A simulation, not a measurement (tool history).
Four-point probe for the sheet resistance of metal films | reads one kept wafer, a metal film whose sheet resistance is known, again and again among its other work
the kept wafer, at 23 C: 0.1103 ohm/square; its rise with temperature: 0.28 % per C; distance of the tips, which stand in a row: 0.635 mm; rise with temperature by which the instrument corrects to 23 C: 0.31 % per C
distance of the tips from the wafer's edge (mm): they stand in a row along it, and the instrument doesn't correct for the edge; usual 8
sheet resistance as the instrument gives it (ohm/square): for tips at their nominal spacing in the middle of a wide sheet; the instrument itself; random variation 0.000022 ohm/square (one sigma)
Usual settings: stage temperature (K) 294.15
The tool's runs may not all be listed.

run,day,stage temperature (K),distance of the tips from the wafer's edge (mm),sheet resistance as the instrument gives it (ohm/square)
1,0,294.15,8,0.110716
2,0.75,294.15,8,0.110708
3,1.292,294.15,8,0.110693
4,1.758,294.15,8,0.110718
5,2.746,294.15,8,0.110747
6,3.262,294.15,8,0.11072
7,3.842,292.15,8,0.110801
8,4.846,292.15,8,0.110802
9,5.842,294.15,36,0.110357
10,6.508,294.15,8,0.110747
11,7.054,296.15,26,0.110321
12,7.712,296.15,26,0.11035
13,8.392,301.15,9,0.110444
14,8.875,293.15,34,0.110374
15,9.729,296.15,18,0.110384
16,10.629,296.15,18,0.110355
17,11.104,296.15,18,0.110413
18,11.642,292.15,12,0.110532
19,12.196,292.15,12,0.11061
20,12.838,292.15,12,0.110567

3 ways to go on from here, each from the tool as it stands after run 20. What would each give?
A,13.812,292.15,3,?
B,13.812,302.15,4,?
C,13.812,292.15,15,?

run,sheet resistance as the instrument gives it (ohm/square)
A,0.113006
B,0.111624
C,0.110439
Without the tool's hidden state the same runs would have given:
run,sheet resistance as the instrument gives it (ohm/square)
A,0.11301
B,0.111628
C,0.110443

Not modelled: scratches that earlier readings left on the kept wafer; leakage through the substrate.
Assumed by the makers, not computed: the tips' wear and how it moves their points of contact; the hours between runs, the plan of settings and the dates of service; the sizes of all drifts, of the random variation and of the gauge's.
